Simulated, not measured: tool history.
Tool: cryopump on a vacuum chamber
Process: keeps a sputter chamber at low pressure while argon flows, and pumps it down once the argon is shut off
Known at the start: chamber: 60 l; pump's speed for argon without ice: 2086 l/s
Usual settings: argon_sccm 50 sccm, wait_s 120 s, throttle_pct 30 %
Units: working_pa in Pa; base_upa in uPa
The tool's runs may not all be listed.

{"run": 1, "hour": 0.0, "argon_sccm": 50, "wait_s": 120, "throttle_pct": 30, "working_pa": 0.1363, "base_upa": 0.35}
{"run": 2, "hour": 45.4, "argon_sccm": 50, "wait_s": 120, "throttle_pct": 30, "working_pa": 0.1374, "base_upa": 0.34}
{"run": 3, "hour": 79.3, "argon_sccm": 50, "wait_s": 120, "throttle_pct": 30, "working_pa": 0.1388, "base_upa": 0.37}
{"run": 4, "hour": 118.6, "argon_sccm": 50, "wait_s": 120, "throttle_pct": 30, "working_pa": 0.1373, "base_upa": 0.38}
{"run": 5, "hour": 150.3, "argon_sccm": 50, "wait_s": 120, "throttle_pct": 30, "working_pa": 0.139, "base_upa": 0.36}
{"run": 6, "hour": 174.8, "argon_sccm": 50, "wait_s": 120, "throttle_pct": 30, "working_pa": 0.1384, "base_upa": 0.39}
{"run": 7, "hour": 213.6, "argon_sccm": 65, "wait_s": 120, "throttle_pct": 30, "working_pa": 0.1798, "base_upa": 0.37}
{"run": 8, "hour": 237.9, "argon_sccm": 50, "wait_s": 120, "throttle_pct": 30, "working_pa": 0.1391, "base_upa": 0.4}
{"run": 9, "hour": 278.8, "argon_sccm": 50, "wait_s": 120, "throttle_pct": 30, "working_pa": 0.1386, "base_upa": 0.38}
{"run": 10, "hour": 302.2, "argon_sccm": 50, "wait_s": 120, "throttle_pct": 30, "working_pa": 0.1396, "base_upa": 0.36}
{"run": 11, "hour": 321.0, "argon_sccm": 50, "wait_s": 120, "throttle_pct": 19, "working_pa": 0.2192, "base_upa": 0.37}
{"run": 12, "hour": 344.8, "argon_sccm": 73, "wait_s": 120, "throttle_pct": 30, "working_pa": 0.2043, "base_upa": 0.39}
{"run": 13, "hour": 368.5, "argon_sccm": 73, "wait_s": 120, "throttle_pct": 30, "working_pa": 0.2043, "base_upa": 0.4}
{"run": 14, "hour": 401.3, "argon_sccm": 73, "wait_s": 120, "throttle_pct": 30, "working_pa": 0.2026, "base_upa": 0.36}
{"run": 15, "hour": 442.8, "argon_sccm": 73, "wait_s": 120, "throttle_pct": 30, "working_pa": 0.2063, "base_upa": 0.42}
{"run": 16, "hour": 477.4, "argon_sccm": 73, "wait_s": 120, "throttle_pct": 30, "working_pa": 0.2042, "base_upa": 0.4}

Forecast run 17:
{"run": 17, "hour": 517.1, "argon_sccm": 50, "wait_s": 120, "throttle_pct": 30, "working_pa": "?", "base_upa": "?"}

working_pa: 0.1405 Pa
base_upa: 0.36 uPa
Without the tool's hidden state the same run would have given working_pa 0.1347 Pa, base_upa 0.29 uPa.
